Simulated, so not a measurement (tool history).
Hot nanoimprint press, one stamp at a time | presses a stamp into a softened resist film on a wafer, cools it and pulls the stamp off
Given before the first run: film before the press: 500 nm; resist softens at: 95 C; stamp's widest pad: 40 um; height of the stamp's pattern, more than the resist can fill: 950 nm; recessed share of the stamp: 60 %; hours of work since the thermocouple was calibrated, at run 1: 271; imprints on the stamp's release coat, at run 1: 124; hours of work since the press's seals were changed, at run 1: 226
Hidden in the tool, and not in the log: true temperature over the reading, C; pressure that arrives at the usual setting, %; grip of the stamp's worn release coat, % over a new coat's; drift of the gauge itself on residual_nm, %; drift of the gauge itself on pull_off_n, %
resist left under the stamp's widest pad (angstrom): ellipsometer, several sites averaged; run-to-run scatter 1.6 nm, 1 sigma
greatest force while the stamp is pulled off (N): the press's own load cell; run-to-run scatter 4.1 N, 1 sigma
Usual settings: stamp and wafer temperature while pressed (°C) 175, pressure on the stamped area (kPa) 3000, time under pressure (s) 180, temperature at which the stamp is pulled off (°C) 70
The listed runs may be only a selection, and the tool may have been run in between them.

run  hour  stamp and wafer temperature while pressed (°C)  pressure on the stamped area (kPa)  time under pressure (s)  temperature at which the stamp is pulled off (°C)  hours of work since the thermocouple was calibrated  imprints on the stamp's release coat  hours of work since the press's seals were changed  resist left under the stamp's widest pad (angstrom)  greatest force while the stamp is pulled off (N)
  1     0                                             175                                3000                      180                                                 70                                                  271                                   124                                                 226                                                 2551                                               202
  2     9                                             175                                3000                      180                                                 70                                                  276                                   150                                                 231                                                 2556                                               212
  3  16.1                                             175                                3000                      180                                                 70                                                  280                                   171                                                 235                                                 2554                                               211
  4  23.1                                             175                                3000                      180                                                 70                                                  284                                   192                                                 239                                                 2550                                               211
     27.2  -- plate thermocouple calibrated
  5  35.4                                             175                                3000                      180                                                 70                                                    5                                   219                                                 244                                                 2594                                               218
  6  43.3                                             175                                3000                      180                                                 70                                                    9                                   242                                                 248                                                 2575                                               213
  7  54.8                                             175                                3000                      180                                                 73                                                   16                                   276                                                 255                                                 2578                                               209
  8  66.3                                             183                                2360                      139                                                 69                                                   22                                   310                                                 261                                                 2406                                               226
  9  77.9                                             168                                3000                      180                                                 63                                                   29                                   344                                                 268                                                 3256                                               259
     87.2  -- plate thermocouple calibrated, once more
 10  92.6                                             169                                3210                      180                                                 62                                                    3                                   378                                                 275                                                 2934                                               254

Results per run with the tool's hidden condition removed, run-to-run variation unchanged:
run  resist left under the stamp's widest pad (angstrom)  greatest force while the stamp is pulled off (N)
  1                                                 2453                                               191
  2                                                 2455                                               200
  3                                                 2451                                               197
  4                                                 2447                                               197
  5                                                 2466                                               201
  6                                                 2446                                               195
  7                                                 2446                                               190
  8                                                 2287                                               203
  9                                                 3103                                               232
 10                                                 2927                                               232
